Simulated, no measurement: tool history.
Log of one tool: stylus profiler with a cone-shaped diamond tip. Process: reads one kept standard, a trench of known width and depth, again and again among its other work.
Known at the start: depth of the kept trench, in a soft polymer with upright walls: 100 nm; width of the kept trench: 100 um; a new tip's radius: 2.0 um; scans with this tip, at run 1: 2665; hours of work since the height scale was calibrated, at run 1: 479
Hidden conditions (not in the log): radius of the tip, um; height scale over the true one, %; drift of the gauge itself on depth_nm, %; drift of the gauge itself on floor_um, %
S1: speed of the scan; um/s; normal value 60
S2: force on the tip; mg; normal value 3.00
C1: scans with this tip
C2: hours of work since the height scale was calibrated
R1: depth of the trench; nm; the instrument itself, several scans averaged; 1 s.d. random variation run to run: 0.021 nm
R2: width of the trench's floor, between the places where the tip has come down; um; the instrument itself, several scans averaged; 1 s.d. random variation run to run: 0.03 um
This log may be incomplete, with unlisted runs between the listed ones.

run 1 hour=0.0 | S1=60 S2=3.00 | C1=2665 C2=479 | R1=101.41 R2=98.38
run 2 hour=61.0 | S1=60 S2=3.00 | C1=2851 C2=513 | R1=101.44 R2=98.43
run 3 hour=102.2 | S1=90 S2=3.00 | C1=2977 C2=536 | R1=101.45 R2=98.22
run 4 hour=135.6 | S1=90 S2=3.00 | C1=3079 C2=554 | R1=101.42 R2=98.28
run 5 hour=182.2 | S1=90 S2=3.00 | C1=3221 C2=580 | R1=101.46 R2=98.31
run 6 hour=208.8 | S1=90 S2=3.00 | C1=3302 C2=594 | R1=101.44 R2=98.23
run 7 hour=272.2 | S1=60 S2=3.00 | C1=3496 C2=629 | R1=101.46 R2=98.36
run 8 hour=320.2 | S1=60 S2=3.00 | C1=3643 C2=656 | R1=101.48 R2=98.34
run 9 hour=369.7 | S1=60 S2=3.00 | C1=3794 C2=683 | R1=101.46 R2=98.35
run 10 hour=421.0 | S1=60 S2=3.00 | C1=3951 C2=711 | R1=101.47 R2=98.37
run 11 hour=468.4 | S1=60 S2=3.00 | C1=4096 C2=737 | R1=101.51 R2=98.39
run 12 hour=528.5 | S1=58 S2=3.00 | C1=4280 C2=770 | R1=101.45 R2=98.34
run 13 hour=591.5 | S1=60 S2=5.67 | C1=4472 C2=805 | R1=102.20 R2=98.36
run 14 hour=624.0 | S1=81 S2=5.10 | C1=4571 C2=823 | R1=102.05 R2=98.30
run 15 hour=677.0 | S1=171 S2=1.43 | C1=4733 C2=852 | R1=100.99 R2=97.46
run 16 hour=730.6 | S1=171 S2=1.43 | C1=4897 C2=881 | R1=101.03 R2=97.44
run 17 hour=772.9 | S1=171 S2=1.43 | C1=5026 C2=904 | R1=101.04 R2=97.45
run 18 hour=824.1 | S1=60 S2=7.68 | C1=5183 C2=933 | R1=102.68 R2=98.40
run 19 hour=856.9 | S1=162 S2=1.02 | C1=5283 C2=951 | R1=100.89 R2=97.34
run 20 hour=907.4 | S1=162 S2=1.02 | C1=5437 C2=978 | R1=100.84 R2=97.34
run 21 hour=966.6 | S1=198 S2=3.45 | C1=5618 C2=1011 | R1=101.67 R2=97.70
run 22 hour=1009.8 | S1=30 S2=3.45 | C1=5750 C2=1035 | R1=101.72 R2=98.40
run 23 hour=1070.1 | S1=197 S2=3.45 | C1=5935 C2=1068 | R1=101.68 R2=97.70
run 24 hour=1125.0 | S1=67 S2=1.46 | C1=6102 C2=1098 | R1=101.06 R2=98.07

Below, some changes in R1 between adjacent runs. For each, the amount present without the hidden state too (settings, incoming material, random variation) and the amount remaining for the hidden state with gauge scatter not shared by both compared results:
Run 2 -> 3: S1 60 -> 90. R1 +0.01 nm: hidden state +0.01, all else +0.00.
Run 10 -> 11: no setting changed, nothing entered. R1 +0.04 nm: hidden state +0.02, all else +0.02.
Run 17 -> 18: S1 171 -> 60, S2 1.43 -> 7.68. R1 +1.64 nm: hidden state +0.01, all else +1.63.
Run 18 -> 19: S1 60 -> 162, S2 7.68 -> 1.02. R1 -1.79 nm: hidden state +0.00, all else -1.79.
